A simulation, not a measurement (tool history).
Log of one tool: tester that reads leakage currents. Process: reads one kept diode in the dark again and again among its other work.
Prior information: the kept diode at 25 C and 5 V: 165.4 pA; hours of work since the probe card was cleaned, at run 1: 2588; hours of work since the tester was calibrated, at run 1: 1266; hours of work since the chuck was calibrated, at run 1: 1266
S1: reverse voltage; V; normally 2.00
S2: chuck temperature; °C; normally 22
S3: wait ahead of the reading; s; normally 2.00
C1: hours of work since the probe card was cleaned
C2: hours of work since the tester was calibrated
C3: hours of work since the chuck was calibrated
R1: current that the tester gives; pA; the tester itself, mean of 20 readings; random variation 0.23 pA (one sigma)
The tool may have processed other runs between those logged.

run	hour	S1	S2	S3	C1	C2	C3	R1
1	0.0	2.00	22	2.00	2588	1266	1266	76.31
2	45.9	2.00	22	2.00	2617	1294	1294	76.65
3	95.4	2.00	22	2.00	2647	1325	1325	76.29
4	127.1	2.00	22	2.00	2667	1344	1344	76.15
5	156.4	2.00	23	2.00	2685	1362	1362	83.83
6	196.1	2.00	23	2.00	2709	1387	1387	83.84
7	238.3	2.00	22	2.00	2735	1413	1413	75.99
8	290.7	2.00	22	2.00	2768	1445	1445	75.79
9	340.0	2.00	22	2.00	2798	1476	1476	76.78
10	368.6	2.00	22	2.00	2816	1493	1493	77.19
11	415.6	4.95	22	3.08	2845	1522	1522	124.11
12	462.2	4.95	52	6.77	2873	1551	1551	1684.97
13	513.2	8.99	55	2.30	2905	1582	1582	2935.34
14	565.9	8.99	55	2.30	2937	1615	1615	2936.84
15	601.6	1.32	31	3.69	2959	1637	1637	140.29
16	630.8	1.38	34	7.99	2977	1655	1655	188.85
17	699.2	1.38	34	7.99	3020	1697	1697	188.39
18	761.9	1.38	44	2.22	3058	1736	1736	441.95
19	799.2	8.42	32	2.55	3081	1759	1759	416.23

The same runs without the tool's hidden state, with the same run-to-run variation:
Unlogged tool condition in this case: stray current of the dirty probe card, pA a volt; current scale over the true one, %; true chuck temperature over the reading, C; drift of the gauge itself on leakage_pa, %.
run	R1
1	76.25
2	76.59
3	76.23
4	76.09
5	83.76
6	83.77
7	75.93
8	75.72
9	76.71
10	77.12
11	123.97
12	1683.95
13	2933.55
14	2935.02
15	140.18
16	188.71
17	188.24
18	441.64
19	415.83
